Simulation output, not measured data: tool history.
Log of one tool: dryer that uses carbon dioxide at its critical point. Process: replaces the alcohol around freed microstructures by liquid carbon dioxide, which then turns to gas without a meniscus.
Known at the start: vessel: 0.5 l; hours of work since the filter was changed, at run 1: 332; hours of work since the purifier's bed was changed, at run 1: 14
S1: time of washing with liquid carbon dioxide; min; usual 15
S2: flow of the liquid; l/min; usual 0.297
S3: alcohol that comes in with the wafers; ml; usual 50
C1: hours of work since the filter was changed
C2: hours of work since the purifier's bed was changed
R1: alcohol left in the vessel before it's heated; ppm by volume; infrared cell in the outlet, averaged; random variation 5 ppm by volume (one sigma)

run 1 hour=0 | S1=15 S2=0.297 S3=50 | C1=332 C2=14 | R1=36
run 2 hour=29.7 | S1=15 S2=0.297 S3=50 | C1=345 C2=26 | R1=45
run 3 hour=49.4 | S1=15 S2=0.297 S3=50 | C1=353 C2=35 | R1=45
run 4 hour=62 | S1=15 S2=0.297 S3=21 | C1=359 C2=40 | R1=20
run 5 hour=74.9 | S1=15 S2=0.297 S3=24 | C1=364 C2=45 | R1=26
run 6 hour=93.2 | S1=9 S2=0.297 S3=50 | C1=372 C2=53 | R1=802
run 7 hour=119.6 | S1=9 S2=0.297 S3=50 | C1=383 C2=64 | R1=793
run 8 hour=136.6 | S1=9 S2=0.297 S3=50 | C1=390 C2=72 | R1=807
run 9 hour=166.3 | S1=9 S2=0.297 S3=50 | C1=403 C2=84 | R1=840
run 10 hour=192.5 | S1=15 S2=0.297 S3=50 | C1=414 C2=95 | R1=43
run 11 hour=217.5 | S1=10 S2=0.297 S3=50 | C1=424 C2=106 | R1=505
run 12 hour=243.5 | S1=10 S2=0.297 S3=50 | C1=435 C2=117 | R1=492
run 13 hour=271.8 | S1=10 S2=0.297 S3=50 | C1=447 C2=129 | R1=527
run 14 hour=296.6 | S1=10 S2=0.297 S3=50 | C1=458 C2=139 | R1=526
run 15 hour=323.4 | S1=10 S2=0.297 S3=50 | C1=469 C2=151 | R1=523
run 16 hour=337.6 | S1=10 S2=0.234 S3=50 | C1=475 C2=157 | R1=1717
run 17 hour=349.8 | S1=10 S2=0.234 S3=50 | C1=480 C2=162 | R1=1707
run 18 hour=364.5 | S1=10 S2=0.234 S3=50 | C1=487 C2=168 | R1=1730
run 19 hour=386.6 | S1=10 S2=0.234 S3=50 | C1=496 C2=177 | R1=1704
run 20 hour=402.5 | S1=10 S2=0.234 S3=50 | C1=503 C2=184 | R1=1768
run 21 hour=426.2 | S1=10 S2=0.234 S3=50 | C1=513 C2=194 | R1=1743
run 22 hour=442.8 | S1=21 S2=0.203 S3=50 | C1=520 C2=201 | R1=89
run 23 hour=455.7 | S1=21 S2=0.203 S3=50 | C1=525 C2=207 | R1=87
run 24 hour=479.8 | S1=21 S2=0.203 S3=50 | C1=535 C2=217 | R1=91
run 25 hour=500 | S1=21 S2=0.203 S3=50 | C1=544 C2=225 | R1=79
run 26 hour=529.7 | S1=24 S2=0.371 S3=35 | C1=557 C2=238 | R1=22
run 27 hour=550.4 | S1=16 S2=0.297 S3=49 | C1=565 C2=247 | R1=39
-- hour=555.2 inlet filter changed
run 28 hour=571.1 | S1=16 S2=0.297 S3=49 | C1=7 C2=255 | R1=37
run 29 hour=596.6 | S1=16 S2=0.297 S3=49 | C1=18 C2=266 | R1=28
run 30 hour=620.6 | S1=12 S2=0.288 S3=25 | C1=28 C2=276 | R1=89
run 31 hour=639.4 | S1=12 S2=0.367 S3=50 | C1=36 C2=284 | R1=39
run 32 hour=656.9 | S1=15 S2=0.367 S3=25 | C1=43 C2=291 | R1=31
run 33 hour=676.6 | S1=21 S2=0.334 S3=33 | C1=51 C2=300 | R1=29
run 34 hour=697.2 | S1=21 S2=0.416 S3=106 | C1=60 C2=308 | R1=14
run 35 hour=720.4 | S1=22 S2=0.356 S3=39 | C1=70 C2=318 | R1=30
run 36 hour=737.5 | S1=22 S2=0.356 S3=22 | C1=77 C2=325 | R1=36
run 37 hour=750 | S1=9 S2=0.359 S3=98 | C1=82 C2=331 | R1=429
run 38 hour=766 | S1=9 S2=0.359 S3=98 | C1=89 C2=337 | R1=415
run 39 hour=791.7 | S1=11 S2=0.395 S3=48 | C1=100 C2=348 | R1=50
run 40 hour=817.3 | S1=11 S2=0.395 S3=48 | C1=111 C2=359 | R1=51

Hidden state at the last listed run before each entry between runs and at the first one after, where it differs:
Between runs 27 and 28: inlet filter changed (hour 555.2)
  flow that reaches the vessel past the clogged filter, %: 90.7 -> 99.6; alcohol in the recycled carbon dioxide, ppm: 22.5 -> 23.1
  measured less the result without the state, R1: +31 -> +18 ppm by volume

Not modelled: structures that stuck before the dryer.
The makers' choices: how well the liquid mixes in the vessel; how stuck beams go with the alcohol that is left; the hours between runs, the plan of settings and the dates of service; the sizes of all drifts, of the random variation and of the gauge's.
